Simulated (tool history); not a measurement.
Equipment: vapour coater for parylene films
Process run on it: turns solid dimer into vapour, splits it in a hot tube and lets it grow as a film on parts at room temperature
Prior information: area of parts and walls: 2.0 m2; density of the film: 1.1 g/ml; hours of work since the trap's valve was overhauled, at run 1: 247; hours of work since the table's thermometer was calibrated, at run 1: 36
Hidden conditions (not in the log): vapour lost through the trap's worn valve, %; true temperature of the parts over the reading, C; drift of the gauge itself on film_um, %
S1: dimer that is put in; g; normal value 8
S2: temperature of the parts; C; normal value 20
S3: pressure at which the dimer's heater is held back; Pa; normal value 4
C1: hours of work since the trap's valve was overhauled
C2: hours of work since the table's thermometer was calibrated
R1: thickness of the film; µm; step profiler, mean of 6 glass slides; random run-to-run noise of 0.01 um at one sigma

Run 1, day 0: usual settings; C1 247; C2 36. Result: R1 2.15 µm.
Run 2, day 1.596: usual settings; C1 281; C2 69. Result: R1 2.15 µm.
Run 3, day 2.783: usual settings; C1 305; C2 94. Result: R1 2.17 µm.
At day 3.796: trap's valve overhauled.
Run 4, day 4.212: usual settings but S2 21 C; C1 9; C2 120. Result: R1 2.14 µm.
Run 5, day 5.817: usual settings but S2 21 C; C1 42; C2 154. Result: R1 2.13 µm.
Run 6, day 7.583: usual settings but S2 13 C; C1 79; C2 190. Result: R1 2.4 µm.
Run 7, day 9.046: usual settings but S2 13 C; C1 109; C2 221. Result: R1 2.42 µm.
Run 8, day 9.829: usual settings but S2 13 C; C1 126; C2 237. Result: R1 2.43 µm.
Run 9, day 10.692: usual settings; C1 144; C2 255. Result: R1 2.18 µm.
Run 10, day 12.467: usual settings; C1 181; C2 292. Result: R1 2.17 µm.
Run 11, day 13.575: usual settings but S1 5 g, S2 12 C; C1 204; C2 315. Result: R1 1.54 µm.
Run 12, day 14.912: usual settings but S1 12 g, S3 6.4 Pa; C1 232; C2 343. Result: R1 2.92 µm.
Run 13, day 16.512: usual settings but S1 12 g, S2 24 C, S3 6.4 Pa; C1 265; C2 376. Result: R1 2.72 µm.
Run 14, day 18.158: usual settings but S1 12 g, S2 24 C, S3 6.4 Pa; C1 299; C2 411. Result: R1 2.71 µm.
Run 15, day 19.021: usual settings but S1 12 g, S2 15 C, S3 6.4 Pa; C1 317; C2 429. Result: R1 3.13 µm.
At day 19.462: trap's valve overhauled.
Run 16, day 20.679: usual settings; C1 25; C2 460. Result: R1 2.18 µm.
Run 17, day 21.7: usual settings but S2 19 C, S3 2.85 Pa; C1 47; C2 481. Result: R1 2.41 µm.
Run 18, day 22.7: usual settings but S2 19 C, S3 2.85 Pa; C1 67; C2 502. Result: R1 2.39 µm.
Run 19, day 23.746: usual settings but S2 19 C, S3 2.85 Pa; C1 89; C2 524. Result: R1 2.42 µm.
Run 20, day 25.204: usual settings but S2 19 C, S3 2.85 Pa; C1 120; C2 554. Result: R1 2.44 µm.

Below are 3 alternative next runs, each starting from the tool's condition after run 20. Predict each:
Run A, day 26.25: usual settings but S2 29 C, S3 3.93 Pa; C1 141; C2 576. Result: R1 ?.
Run B, day 26.25: usual settings but S2 19 C, S3 2.85 Pa; C1 141; C2 576. Result: R1 ?.
Run C, day 26.25: usual settings but S1 4 g, S2 19 C, S3 2.85 Pa; C1 141; C2 576. Result: R1 ?.

run    R1
  A  1.92
  B  2.44
  C  1.22
Stripped of hidden state, with their random variation kept, the same runs would have yielded:
run   R1
  A  1.9
  B  2.4
  C  1.2
